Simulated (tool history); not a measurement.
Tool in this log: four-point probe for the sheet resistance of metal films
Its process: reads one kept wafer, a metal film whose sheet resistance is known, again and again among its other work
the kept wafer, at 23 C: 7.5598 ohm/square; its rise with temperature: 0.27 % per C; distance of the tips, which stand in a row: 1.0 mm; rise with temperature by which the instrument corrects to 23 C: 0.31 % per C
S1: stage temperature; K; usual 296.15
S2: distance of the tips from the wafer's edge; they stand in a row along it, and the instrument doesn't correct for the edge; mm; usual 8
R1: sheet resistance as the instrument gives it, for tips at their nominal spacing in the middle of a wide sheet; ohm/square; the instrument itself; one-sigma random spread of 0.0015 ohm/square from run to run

| run | hour | S1 | S2 | R1 |
|---|---|---|---|---|
| 1 | 0.0 | 296.15 | 8 | 7.547629 |
| 2 | 44.0 | 296.15 | 5 | 7.639129 |
| 3 | 97.9 | 292.15 | 8 | 7.555083 |
| 4 | 157.3 | 296.15 | 8 | 7.542803 |
|  | 171.1 | new probe head fitted |
| 5 | 204.8 | 306.15 | 8 | 7.625732 |
| 6 | 247.7 | 296.15 | 6 | 7.703608 |
| 7 | 296.7 | 296.15 | 8 | 7.649094 |
| 8 | 351.7 | 296.15 | 8 | 7.648688 |
| 9 | 381.3 | 296.15 | 8 | 7.643889 |
| 10 | 406.1 | 293.15 | 8 | 7.655849 |
| 11 | 457.3 | 296.15 | 8 | 7.643162 |
| 12 | 484.5 | 296.15 | 8 | 7.644392 |
| 13 | 509.6 | 296.15 | 8 | 7.642160 |
| 14 | 538.5 | 296.15 | 8 | 7.641431 |
| 15 | 583.0 | 296.15 | 8 | 7.637993 |
| 16 | 643.9 | 296.15 | 8 | 7.637297 |
| 17 | 698.5 | 303.15 | 8 | 7.616205 |
| 18 | 759.4 | 303.15 | 8 | 7.613206 |
| 19 | 796.3 | 303.15 | 8 | 7.613758 |
| 20 | 832.4 | 295.15 | 8 | 7.629675 |
| 21 | 873.5 | 294.15 | 7 | 7.652982 |
| 22 | 932.0 | 297.15 | 25 | 7.566487 |
| 23 | 991.1 | 301.15 | 5 | 7.704688 |
| 24 | 1042.8 | 301.15 | 5 | 7.706574 |
| 25 | 1090.5 | 296.15 | 50 | 7.559155 |
| 26 | 1144.8 | 298.15 | 4 | 7.796963 |
| 27 | 1193.2 | 300.15 | 4 | 7.786681 |
| 28 | 1229.1 | 307.15 | 4 | 7.768217 |
| 29 | 1272.0 | 293.15 | 11 | 7.591179 |
| 30 | 1303.7 | 304.15 | 6 | 7.638718 |
| 31 | 1351.7 | 301.15 | 56 | 7.535001 |
| 32 | 1386.5 | 301.15 | 62 | 7.531681 |
| 33 | 1412.6 | 301.15 | 62 | 7.531398 |
| 34 | 1468.7 | 299.15 | 8 | 7.597253 |
| 35 | 1523.5 | 305.15 | 39 | 7.520641 |
| 36 | 1559.9 | 305.15 | 39 | 7.518555 |
| 37 | 1588.3 | 291.15 | 8 | 7.615873 |
| 38 | 1622.2 | 294.15 | 60 | 7.545285 |
| 39 | 1671.8 | 295.15 | 60 | 7.538851 |

3 options for the next run, each taken on its own from the tool as it stands now. Forecast them:
| A | 1724.2 | 291.15 | 7 | ? |
| B | 1724.2 | 300.15 | 7 | ? |
| C | 1724.2 | 295.15 | 8 | ? |

| run | R1 |
|---|---|
| A | 7.633297 |
| B | 7.605581 |
| C | 7.598926 |
With no hidden state in the tool, these same runs would have given:
| run | R1 |
|---|---|
| A | 7.659925 |
| B | 7.631959 |
| C | 7.625369 |
